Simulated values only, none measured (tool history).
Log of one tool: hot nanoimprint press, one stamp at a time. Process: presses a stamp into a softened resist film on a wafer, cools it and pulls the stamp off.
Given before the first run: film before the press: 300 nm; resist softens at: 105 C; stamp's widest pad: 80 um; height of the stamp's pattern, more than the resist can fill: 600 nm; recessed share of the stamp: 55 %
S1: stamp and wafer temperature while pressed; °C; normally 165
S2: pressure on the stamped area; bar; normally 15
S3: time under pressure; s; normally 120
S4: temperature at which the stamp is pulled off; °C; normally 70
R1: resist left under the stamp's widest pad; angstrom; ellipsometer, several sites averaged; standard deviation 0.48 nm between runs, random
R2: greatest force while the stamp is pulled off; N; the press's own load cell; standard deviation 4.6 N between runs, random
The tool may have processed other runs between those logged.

run	day	S1	S2	S3	S4	R1	R2
1	0	165	15	120	70	1157	292
# day 1.738: plate thermocouple calibrated
2	3.317	165	12.1	120	70	1254	310
3	5.521	165	9.9	120	70	1384	327
4	7.671	165	9.9	120	70	1386	342
5	11.746	165	9.4	120	70	1438	354
6	13.492	165	9.4	120	70	1441	367
7	17.517	165	15	160	70	1029	402
# day 20.067: stamp cleaned and given a new release coat
8	21.029	165	15	160	70	1035	227
9	24.092	165	15	105	70	1227	250
10	26.504	165	15	182	70	1008	266
# day 28.517: plate thermocouple calibrated
11	30.188	165	15	182	70	980	274
12	32.004	165	15	182	70	984	280
13	34.204	165	15	182	70	980	306
14	37.554	165	15	182	61	997	366
# day 38.512: press's hydraulic seals changed and the load cell set to zero
15	40.229	165	15	120	70	1127	322
16	42.004	165	15	120	70	1133	338
17	45.746	165	15	120	70	1152	368
18	47.792	176	21.9	120	70	570	376
19	51.1	160	15	120	70	1461	393
20	53.225	160	15	120	70	1473	410
# day 54.35: stamp cleaned and given a new release coat
# day 55.621: plate thermocouple calibrated
21	56.612	162	15	135	62	1198	273
22	58.538	165	13.9	174	68	1003	256
23	61.804	165	12.1	120	63	1243	299
24	65.212	156	15.6	120	63	1650	299
25	67.504	175	15	102	70	776	281
26	71.083	172	15	115	71	848	302
27	73.25	169	15	120	63	965	359
28	76.592	165	15	203	70	951	335
29	79.346	165	15	203	70	950	355
# day 82.217: plate thermocouple calibrated
30	82.996	155	22.3	82	72	1640	361
31	86.012	155	22.3	82	72	1644	376

Each row is a separate what-if for the run after 31, all from the same tool condition, not one after another. Results?
A	87.875	174	18.1	120	76	?	?
B	87.875	165	15	120	69	?	?
C	87.875	175	11.2	120	66	?	?

run	R1	R2
A	683	366
B	1128	404
C	863	433
Without the tool's unlogged condition, the same runs would have read:
run	R1	R2
A	656	202
B	1090	225
C	839	240
